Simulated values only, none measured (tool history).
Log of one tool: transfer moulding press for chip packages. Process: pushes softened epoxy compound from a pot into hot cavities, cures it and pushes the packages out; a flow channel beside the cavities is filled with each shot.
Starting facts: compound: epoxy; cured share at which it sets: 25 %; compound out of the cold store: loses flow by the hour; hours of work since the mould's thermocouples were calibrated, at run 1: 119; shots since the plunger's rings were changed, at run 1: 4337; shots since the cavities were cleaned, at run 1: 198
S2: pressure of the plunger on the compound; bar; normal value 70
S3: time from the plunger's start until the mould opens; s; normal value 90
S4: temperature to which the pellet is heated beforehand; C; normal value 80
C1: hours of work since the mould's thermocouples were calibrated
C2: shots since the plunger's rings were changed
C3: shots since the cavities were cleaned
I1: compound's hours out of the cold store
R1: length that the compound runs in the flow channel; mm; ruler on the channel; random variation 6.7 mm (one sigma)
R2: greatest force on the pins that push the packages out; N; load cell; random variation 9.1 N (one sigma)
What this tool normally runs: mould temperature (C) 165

Run 1, hour 0: usual settings; C1 119; C2 4337; C3 198; I1 12.8. Result: R1 861 mm, R2 523 N.
At hour 71.2: cavities cleaned with cleaning compound and waxed.
Run 2, hour 81.5: usual settings; C1 155; C2 5061; C3 93; I1 11.9. Result: R1 848 mm, R2 468 N.
Run 3, hour 151: usual settings; C1 186; C2 5691; C3 723; I1 39.8. Result: R1 704 mm, R2 690 N.
At hour 165.6: cavities cleaned with cleaning compound and waxed.
Run 4, hour 194.4: usual settings; C1 205; C2 6069; C3 260; I1 46.2. Result: R1 669 mm, R2 551 N.
Run 5, hour 245.4: usual settings; C1 228; C2 6531; C3 722; I1 11.1. Result: R1 844 mm, R2 686 N.
At hour 263.7: cavities cleaned with cleaning compound and waxed.
At hour 270.1: plunger's sealing rings changed.
Run 6, hour 290.2: usual settings; C1 246; C2 182; C3 218; I1 19.5. Result: R1 883 mm, R2 556 N.
At hour 359.6: cavities cleaned with cleaning compound and waxed.
Run 7, hour 374.2: usual settings; C1 283; C2 929; C3 133; I1 36.5. Result: R1 788 mm, R2 467 N.
Run 8, hour 436.9: usual settings but S2 52.1 bar; C1 311; C2 1496; C3 700; I1 44.5. Result: R1 634 mm, R2 670 N.
At hour 457.5: cavities cleaned with cleaning compound and waxed.
Run 9, hour 503.7: usual settings; C1 341; C2 2087; C3 418; I1 17.2. Result: R1 871 mm, R2 613 N.
At hour 551.3: cavities cleaned with cleaning compound and waxed.
Run 10, hour 551.3: usual settings; C1 361; C2 2505; C3 0; I1 37.8. Result: R1 757 mm, R2 416 N.
Run 11, hour 604.3: usual settings; C1 385; C2 2985; C3 480; I1 42.7. Result: R1 715 mm, R2 613 N.
At hour 645.4: cavities cleaned with cleaning compound and waxed.
Run 12, hour 676.3: usual settings; C1 417; C2 3623; C3 279; I1 35.3. Result: R1 739 mm, R2 544 N.
At hour 687.5: mould's thermocouples calibrated.
At hour 740.2: cavities cleaned with cleaning compound and waxed.
Run 13, hour 762.9: usual settings; C1 33; C2 4375; C3 205; I1 42.2. Result: R1 707 mm, R2 532 N.
Run 14, hour 812.5: usual settings; C1 56; C2 4824; C3 654; I1 21.7. Result: R1 802 mm, R2 639 N.
At hour 837.6: cavities cleaned with cleaning compound and waxed.
Run 15, hour 857.1: usual settings but S4 86 C; C1 75; C2 5214; C3 176; I1 19. Result: R1 812 mm, R2 524 N.
At hour 929.9: cavities cleaned with cleaning compound and waxed.
Run 16, hour 953.2: usual settings but S2 64.7 bar; C1 118; C2 6071; C3 211; I1 22.8. Result: R1 745 mm, R2 522 N.
Run 17, hour 1002.5: usual settings but S2 70.7 bar, S3 83 s; C1 140; C2 6517; C3 657; I1 18.5. Result: R1 795 mm, R2 745 N.
At hour 1026: plunger's sealing rings changed.
At hour 1027.5: cavities cleaned with cleaning compound and waxed.
Run 18, hour 1095.8: usual settings but mould temperature (C) 171; C1 180; C2 619; C3 619; I1 34.8. Result: R1 776 mm, R2 609 N.
At hour 1122.5: cavities cleaned with cleaning compound and waxed.
Run 19, hour 1180.5: usual settings but mould temperature (C) 172, S3 99 s; C1 217; C2 1372; C3 525; I1 27.2. Result: R1 824 mm, R2 559 N.
At hour 1217: cavities cleaned with cleaning compound and waxed.
Run 20, hour 1261.1: usual settings but mould temperature (C) 172, S3 99 s; C1 253; C2 2088; C3 399; I1 14.2. Result: R1 869 mm, R2 531 N.
At hour 1311.2: cavities cleaned with cleaning compound and waxed.
Run 21, hour 1325.2: usual settings but mould temperature (C) 172, S3 99 s, S4 73 C; C1 281; C2 2655; C3 127; I1 40.4. Result: R1 729 mm, R2 440 N.
At hour 1406.9: cavities cleaned with cleaning compound and waxed.
Run 22, hour 1406.9: usual settings but mould temperature (C) 172, S3 99 s, S4 73 C; C1 317; C2 3381; C3 0; I1 17.4. Result: R1 830 mm, R2 384 N.
Run 23, hour 1458.2: usual settings but mould temperature (C) 168, S2 79.3 bar, S3 118 s, S4 79 C; C1 340; C2 3845; C3 464; I1 43.2. Result: R1 752 mm, R2 527 N.
At hour 1506.2: cavities cleaned with cleaning compound and waxed.
Run 24, hour 1544.1: usual settings but mould temperature (C) 162, S2 52.6 bar, S3 118 s, S4 79 C; C1 378; C2 4609; C3 343; I1 12.3. Result: R1 765 mm, R2 537 N.
Run 25, hour 1594.6: usual settings but mould temperature (C) 167, S2 60.4 bar, S3 104 s, S4 81 C; C1 401; C2 5067; C3 801; I1 30.3. Result: R1 695 mm, R2 608 N.
At hour 1600.6: cavities cleaned with cleaning compound and waxed.
At hour 1649.2: mould's thermocouples calibrated.
Run 26, hour 1678.2: usual settings but S2 86.4 bar, S4 73 C; C1 13; C2 5792; C3 685; I1 36.9. Result: R1 801 mm, R2 663 N.

Forecast each of these 3 alternatives for the next run:
At hour 1700.6: cavities cleaned with cleaning compound and waxed.
Run A, hour 1753.4: usual settings but mould temperature (C) 169, S2 86.4 bar, S4 73 C; C1 46; C2 6459; C3 478; I1 16.4. Result: R1 ?, R2 ?.
At hour 1700.6: cavities cleaned with cleaning compound and waxed.
Run B, hour 1753.4: usual settings but mould temperature (C) 163, S2 86.4 bar, S4 86 C; C1 46; C2 6459; C3 478; I1 31.9. Result: R1 ?, R2 ?.
At hour 1700.6: cavities cleaned with cleaning compound and waxed.
Run C, hour 1753.4: usual settings but mould temperature (C) 160, S2 85 bar, S4 73 C; C1 46; C2 6459; C3 478; I1 25.1. Result: R1 ?, R2 ?.

run   R1   R2
  A  891  561
  B  805  657
  C  859  786
Had the tool no hidden state, the same runs would have come out as:
run    R1   R2
  A  1007  374
  B   910  438
  C   971  523
